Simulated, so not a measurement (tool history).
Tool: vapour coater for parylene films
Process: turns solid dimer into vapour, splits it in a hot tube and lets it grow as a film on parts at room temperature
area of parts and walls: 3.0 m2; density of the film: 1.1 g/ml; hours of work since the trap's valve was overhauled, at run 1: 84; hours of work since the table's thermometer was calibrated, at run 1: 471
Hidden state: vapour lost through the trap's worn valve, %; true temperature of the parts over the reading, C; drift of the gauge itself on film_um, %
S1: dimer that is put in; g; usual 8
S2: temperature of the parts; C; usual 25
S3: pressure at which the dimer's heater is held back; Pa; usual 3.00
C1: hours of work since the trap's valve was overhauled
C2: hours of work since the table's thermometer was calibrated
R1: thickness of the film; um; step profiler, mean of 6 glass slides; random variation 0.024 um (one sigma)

Run 1, hour 0.0: usual settings; C1 84; C2 471. Result: R1 1.58 um.
Run 2, hour 23.0: usual settings; C1 96; C2 483. Result: R1 1.58 um.
Run 3, hour 41.0: usual settings; C1 106; C2 493. Result: R1 1.60 um.
Run 4, hour 70.5: usual settings; C1 121; C2 508. Result: R1 1.57 um.
Run 5, hour 85.3: usual settings but S3 6.81 Pa; C1 129; C2 516. Result: R1 1.28 um.
Run 6, hour 101.8: usual settings but S3 6.81 Pa; C1 138; C2 524. Result: R1 1.34 um.
Run 7, hour 135.6: usual settings but S2 32 C; C1 155; C2 542. Result: R1 1.24 um.
Run 8, hour 160.5: usual settings but S2 32 C; C1 168; C2 555. Result: R1 1.19 um.
Run 9, hour 186.8: usual settings; C1 182; C2 569. Result: R1 1.61 um.
Run 10, hour 220.8: usual settings; C1 200; C2 587. Result: R1 1.62 um.
Run 11, hour 242.9: usual settings; C1 212; C2 599. Result: R1 1.54 um.
Run 12, hour 256.5: usual settings; C1 219; C2 606. Result: R1 1.60 um.
At hour 287.2: trap's valve overhauled.
Run 13, hour 287.3: usual settings; C1 0; C2 620. Result: R1 1.62 um.
Run 14, hour 304.4: usual settings but S2 29 C; C1 9; C2 629. Result: R1 1.39 um.
Run 15, hour 332.3: usual settings; C1 24; C2 643. Result: R1 1.61 um.
Run 16, hour 356.4: usual settings but S1 4 g, S2 19 C, S3 6.73 Pa; C1 36; C2 656. Result: R1 0.83 um.
Run 17, hour 386.2: usual settings but S3 7.09 Pa; C1 52; C2 672. Result: R1 1.38 um.
Run 18, hour 411.8: usual settings but S1 6 g, S2 20 C, S3 8.07 Pa; C1 65; C2 685. Result: R1 1.13 um.
Run 19, hour 435.4: usual settings but S2 19 C, S3 11.92 Pa; C1 78; C2 697. Result: R1 1.48 um.
Run 20, hour 457.5: usual settings but S1 7 g, S2 33 C, S3 10.59 Pa; C1 89; C2 709. Result: R1 0.80 um.
Run 21, hour 471.4: usual settings but S1 7 g, S2 23 C, S3 3.82 Pa; C1 97; C2 716. Result: R1 1.40 um.
Run 22, hour 496.9: usual settings but S1 7 g, S2 23 C, S3 3.82 Pa; C1 110; C2 730. Result: R1 1.40 um.
Run 23, hour 516.4: usual settings but S1 7 g, S2 18 C, S3 2.20 Pa; C1 120; C2 740. Result: R1 1.93 um.
Run 24, hour 537.4: usual settings but S1 12 g, S2 22 C, S3 10.65 Pa; C1 131; C2 751. Result: R1 2.01 um.
Run 25, hour 562.5: usual settings but S1 5 g, S2 22 C, S3 4.99 Pa; C1 145; C2 764. Result: R1 1.04 um.
Run 26, hour 585.8: usual settings but S1 7 g, S2 22 C, S3 4.99 Pa; C1 157; C2 776. Result: R1 1.41 um.
Run 27, hour 619.7: usual settings but S1 7 g, S2 22 C, S3 4.99 Pa; C1 174; C2 794. Result: R1 1.38 um.
Run 28, hour 647.6: usual settings but S1 7 g, S2 22 C, S3 4.99 Pa; C1 189; C2 809. Result: R1 1.39 um.
Run 29, hour 675.9: usual settings but S1 7 g, S2 22 C, S3 4.99 Pa; C1 204; C2 824. Result: R1 1.38 um.

Forecast each of these 3 alternatives for the next run:
Run A, hour 703.1: usual settings but S1 4 g, S2 22 C, S3 3.42 Pa; C1 218; C2 838. Result: R1 ?.
Run B, hour 703.1: usual settings but S1 5 g, S2 22 C, S3 8.23 Pa; C1 218; C2 838. Result: R1 ?.
Run C, hour 703.1: usual settings but S1 3 g, S2 20 C, S3 5.77 Pa; C1 218; C2 838. Result: R1 ?.

run    R1
  A  0.87
  B  0.90
  C  0.60
Without the tool's hidden state the same runs would have given:
run    R1
  A  0.87
  B  0.91
  C  0.60
